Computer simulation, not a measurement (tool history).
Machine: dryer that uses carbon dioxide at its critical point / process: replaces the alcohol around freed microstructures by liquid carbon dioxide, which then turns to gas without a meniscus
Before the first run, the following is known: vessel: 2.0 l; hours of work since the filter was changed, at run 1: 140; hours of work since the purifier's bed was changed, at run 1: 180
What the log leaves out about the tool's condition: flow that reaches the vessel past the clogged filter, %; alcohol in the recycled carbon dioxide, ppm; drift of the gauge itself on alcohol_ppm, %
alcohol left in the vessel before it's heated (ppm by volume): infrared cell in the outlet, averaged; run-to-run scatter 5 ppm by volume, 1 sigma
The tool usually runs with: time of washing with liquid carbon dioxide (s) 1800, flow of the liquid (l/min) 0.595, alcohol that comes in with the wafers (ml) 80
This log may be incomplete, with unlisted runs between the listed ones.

run,hour,time of washing with liquid carbon dioxide (s),flow of the liquid (l/min),alcohol that comes in with the wafers (ml),hours of work since the filter was changed,hours of work since the purifier's bed was changed,alcohol left in the vessel before it's heated (ppm by volume)
1,0,1800,0.595,80,140,180,60
2,11.4,1800,0.595,80,148,188,65
3,28.3,1800,0.595,80,159,199,67
4,42,1800,0.595,80,169,209,77
5,63.4,1800,0.595,80,183,223,77
6,86.1,1800,0.595,80,199,239,76
7,110.8,1800,0.595,80,216,256,82
8,132.8,1800,0.595,80,231,271,85
9,154.2,1800,0.595,80,246,286,95
10,168,1800,0.595,80,255,295,90
11,189.7,1800,0.59,80,270,310,97
12,208.5,1800,0.59,80,283,323,115
13,229.2,1800,0.843,80,297,337,64
14,253.4,1800,0.843,80,314,354,67
15,279.6,1800,0.683,80,332,372,80
16,300.3,1800,0.683,80,346,386,80
17,319.7,1800,0.683,80,359,399,90
18,342.3,1800,0.683,107,375,415,98
19,360.1,1800,0.683,107,387,427,95
20,385.3,1800,0.595,80,404,444,132
21,404,1800,0.595,29,417,457,100
22,421.6,1800,0.595,29,429,469,105
23,441,2160,0.714,68,442,483,86
24,459.3,2160,0.714,68,455,495,95
25,472.5,1800,0.439,51,464,504,275
26,493.4,2280,0.889,107,478,518,101
27,511.5,2280,0.889,52,491,531,96
28,533.3,2280,0.889,52,506,546,101
29,553.8,1800,0.654,43,520,560,119
30,566.9,1320,0.595,66,529,569,396
31,587.2,1320,0.595,66,543,583,404
32,613.5,1320,0.595,66,561,601,415
33,629.7,1320,0.595,66,572,612,435
# hour 635.9: inlet filter changed
34,646.6,2400,0.443,37,7,623,129
35,672.9,1680,0.504,37,25,641,161
36,698.8,1680,0.504,37,43,659,181
37,722.5,1680,0.504,37,59,675,170
38,735.5,1680,0.504,37,68,684,168
39,749.6,1680,0.618,52,78,694,144
40,770.6,1980,0.387,26,92,708,188
41,792.5,1980,0.595,69,107,723,149
42,815,1980,0.595,69,123,738,151

Here are 4 independent what-if runs from the current tool condition. What would each one return?
A,837.1,1980,0.462,69,138,754,?
B,837.1,1500,0.411,114,138,754,?
C,837.1,1800,0.595,25,138,754,?
D,837.1,2340,0.651,22,138,754,?

run,alcohol left in the vessel before it's heated (ppm by volume)
A,202
B,925
C,148
D,138
With the hidden condition removed and each run's random variation left untouched, the same runs would have given:
run,alcohol left in the vessel before it's heated (ppm by volume)
A,52
B,653
C,10
D,7

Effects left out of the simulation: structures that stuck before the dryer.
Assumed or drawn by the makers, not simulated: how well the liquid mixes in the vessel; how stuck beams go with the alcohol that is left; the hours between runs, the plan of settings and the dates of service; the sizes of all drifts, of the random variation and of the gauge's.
